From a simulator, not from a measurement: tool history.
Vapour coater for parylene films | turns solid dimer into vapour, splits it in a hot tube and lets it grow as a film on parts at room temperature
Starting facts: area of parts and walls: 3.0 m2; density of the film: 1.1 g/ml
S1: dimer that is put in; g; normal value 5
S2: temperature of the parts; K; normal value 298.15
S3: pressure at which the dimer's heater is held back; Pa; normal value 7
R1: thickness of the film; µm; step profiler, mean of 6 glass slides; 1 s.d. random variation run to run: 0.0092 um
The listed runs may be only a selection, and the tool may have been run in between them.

run	day	S1	S2	S3	R1
1	0	5	298.15	7	0.765
2	1.35	5	298.15	7	0.782
# day 2.446: trap's valve overhauled
3	2.875	5	298.15	7	0.892
4	3.646	5	298.15	7	0.866
5	4.858	5	298.15	6.91	0.867
6	5.779	5	298.15	6.91	0.873
7	7.108	5	298.15	4.32	0.984
8	8.262	3	298.15	7	0.505
9	9.588	3	298.15	7	0.512
10	10.533	3	298.15	7	0.495
11	11.262	3	298.15	7	0.513
12	12.425	3	298.15	7	0.494
13	13.038	3	298.15	7	0.518
14	14.167	3	298.15	7	0.507
15	14.942	3	298.15	7	0.508
16	15.742	4	291.15	7	0.754
17	17.138	4	291.15	7	0.768
18	18.2	5	291.15	2.33	1.232
19	19.508	5	307.15	3.71	0.817
20	20.704	5	307.15	3.71	0.818
21	21.971	7	302.15	6.11	1.099
22	23.383	3	308.15	3.93	0.468
23	24.512	3	302.15	2.48	0.587
24	25.746	3	302.15	2.48	0.574
25	27.008	5	298.15	3.86	0.93
26	27.788	3	303.15	2.71	0.557
27	28.667	3	303.15	2.71	0.568
28	29.975	6	297.15	10.33	0.896

Consider 5 possible next runs. They are alternatives, not a sequence: every one starts from the tool as it was left by run 28. What does each give?
A	31.162	3	305.15	7	?
B	31.162	3	304.15	2.88	?
C	31.162	5	298.15	8.67	?
D	31.162	4	297.15	3.42	?
E	31.162	5	300.15	7	?

run	R1
A	0.424
B	0.523
C	0.76
D	0.771
E	0.752
Without the tool's unlogged condition, the same runs would have read:
run	R1
A	0.478
B	0.59
C	0.857
D	0.87
E	0.85

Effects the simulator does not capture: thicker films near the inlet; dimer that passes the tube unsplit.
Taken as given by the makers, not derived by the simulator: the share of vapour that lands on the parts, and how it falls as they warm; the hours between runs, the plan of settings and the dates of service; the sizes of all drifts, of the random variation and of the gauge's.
